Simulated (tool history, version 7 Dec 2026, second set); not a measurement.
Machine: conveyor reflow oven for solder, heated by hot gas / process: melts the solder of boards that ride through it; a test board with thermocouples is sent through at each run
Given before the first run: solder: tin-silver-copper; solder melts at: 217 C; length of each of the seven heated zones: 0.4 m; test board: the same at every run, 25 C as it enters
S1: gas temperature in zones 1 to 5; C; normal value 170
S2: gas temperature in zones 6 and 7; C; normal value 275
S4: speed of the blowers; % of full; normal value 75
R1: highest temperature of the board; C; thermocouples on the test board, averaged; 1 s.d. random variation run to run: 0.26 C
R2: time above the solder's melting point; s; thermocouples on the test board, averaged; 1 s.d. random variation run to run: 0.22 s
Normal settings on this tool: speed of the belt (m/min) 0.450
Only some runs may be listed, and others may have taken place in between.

run 1 hour=0.0 | S1=170 S2=275 speed_of_the_belt_(m/min)=0.450 S4=75 | R1=262.0 R2=88.2
run 2 hour=21.3 | S1=170 S2=275 speed_of_the_belt_(m/min)=0.450 S4=70 | R1=260.5 R2=86.8
run 3 hour=47.8 | S1=170 S2=275 speed_of_the_belt_(m/min)=0.450 S4=70 | R1=260.3 R2=86.8
run 4 hour=86.0 | S1=170 S2=275 speed_of_the_belt_(m/min)=0.450 S4=70 | R1=259.3 R2=85.9
run 5 hour=107.4 | S1=170 S2=275 speed_of_the_belt_(m/min)=0.450 S4=70 | R1=259.6 R2=86.0
-- hour=142.0 thermocouples of zones 6 and 7 changed
run 6 hour=148.1 | S1=170 S2=275 speed_of_the_belt_(m/min)=0.450 S4=70 | R1=261.0 R2=86.9
run 7 hour=165.0 | S1=170 S2=269 speed_of_the_belt_(m/min)=0.450 S4=75 | R1=256.5 R2=84.2
run 8 hour=191.8 | S1=170 S2=269 speed_of_the_belt_(m/min)=0.450 S4=75 | R1=256.1 R2=83.5
run 9 hour=228.1 | S1=170 S2=269 speed_of_the_belt_(m/min)=0.450 S4=75 | R1=256.0 R2=83.5
run 10 hour=250.7 | S1=170 S2=269 speed_of_the_belt_(m/min)=0.450 S4=75 | R1=255.8 R2=83.2
run 11 hour=275.2 | S1=170 S2=269 speed_of_the_belt_(m/min)=0.450 S4=75 | R1=255.5 R2=82.8
-- hour=311.4 flux residue cleaned out of gas plates and filters
run 12 hour=319.5 | S1=179 S2=269 speed_of_the_belt_(m/min)=0.450 S4=75 | R1=258.3 R2=89.9
run 13 hour=347.7 | S1=179 S2=269 speed_of_the_belt_(m/min)=0.450 S4=75 | R1=257.9 R2=90.1
run 14 hour=379.9 | S1=179 S2=269 speed_of_the_belt_(m/min)=0.450 S4=75 | R1=258.0 R2=89.9
run 15 hour=408.2 | S1=179 S2=269 speed_of_the_belt_(m/min)=0.450 S4=75 | R1=258.0 R2=89.6
run 16 hour=429.4 | S1=170 S2=275 speed_of_the_belt_(m/min)=0.389 S4=75 | R1=265.6 R2=106.2
-- hour=443.5 belt drive overhauled, speed set with a stopwatch
run 17 hour=467.3 | S1=170 S2=275 speed_of_the_belt_(m/min)=0.360 S4=55 | R1=262.5 R2=110.8
run 18 hour=499.3 | S1=160 S2=275 speed_of_the_belt_(m/min)=0.513 S4=55 | R1=247.6 R2=57.7
run 19 hour=529.8 | S1=157 S2=269 speed_of_the_belt_(m/min)=0.450 S4=53 | R1=246.4 R2=64.2
run 20 hour=552.5 | S1=164 S2=275 speed_of_the_belt_(m/min)=0.450 S4=53 | R1=252.7 R2=74.4
run 21 hour=573.1 | S1=164 S2=275 speed_of_the_belt_(m/min)=0.450 S4=53 | R1=252.8 R2=73.9
run 22 hour=610.7 | S1=164 S2=275 speed_of_the_belt_(m/min)=0.450 S4=53 | R1=252.3 R2=74.2
-- hour=650.1 flux residue cleaned out of gas plates and filters
run 23 hour=651.5 | S1=164 S2=275 speed_of_the_belt_(m/min)=0.421 S4=53 | R1=256.9 R2=85.1
run 24 hour=686.1 | S1=170 S2=275 speed_of_the_belt_(m/min)=0.368 S4=60 | R1=263.9 R2=109.5
run 25 hour=720.6 | S1=170 S2=275 speed_of_the_belt_(m/min)=0.368 S4=60 | R1=263.7 R2=109.6
run 26 hour=755.2 | S1=170 S2=275 speed_of_the_belt_(m/min)=0.368 S4=60 | R1=262.8 R2=108.9
run 27 hour=772.6 | S1=170 S2=275 speed_of_the_belt_(m/min)=0.368 S4=60 | R1=262.9 R2=108.7
run 28 hour=794.8 | S1=170 S2=275 speed_of_the_belt_(m/min)=0.368 S4=60 | R1=262.7 R2=108.1
run 29 hour=817.3 | S1=170 S2=275 speed_of_the_belt_(m/min)=0.368 S4=60 | R1=262.8 R2=108.6
run 30 hour=856.6 | S1=171 S2=267 speed_of_the_belt_(m/min)=0.397 S4=70 | R1=255.3 R2=95.1

Alternative continuations, all from the tool just after run 30; predict every row:
run A hour=880.6 | S1=171 S2=282 speed_of_the_belt_(m/min)=0.456 S4=70 | R1=? R2=?
run B hour=880.6 | S1=157 S2=275 speed_of_the_belt_(m/min)=0.396 S4=54 | R1=? R2=?
run C hour=880.6 | S1=170 S2=275 speed_of_the_belt_(m/min)=0.403 S4=75 | R1=? R2=?

run=A R1=264.6 R2=88.8
run=B R1=256.1 R2=87.3
run=C R1=263.4 R2=99.7
Without the tool's unlogged condition, the same runs would have read:
run=A R1=267.6 R2=90.8
run=B R1=258.8 R2=90.2
run=C R1=266.1 R2=101.9

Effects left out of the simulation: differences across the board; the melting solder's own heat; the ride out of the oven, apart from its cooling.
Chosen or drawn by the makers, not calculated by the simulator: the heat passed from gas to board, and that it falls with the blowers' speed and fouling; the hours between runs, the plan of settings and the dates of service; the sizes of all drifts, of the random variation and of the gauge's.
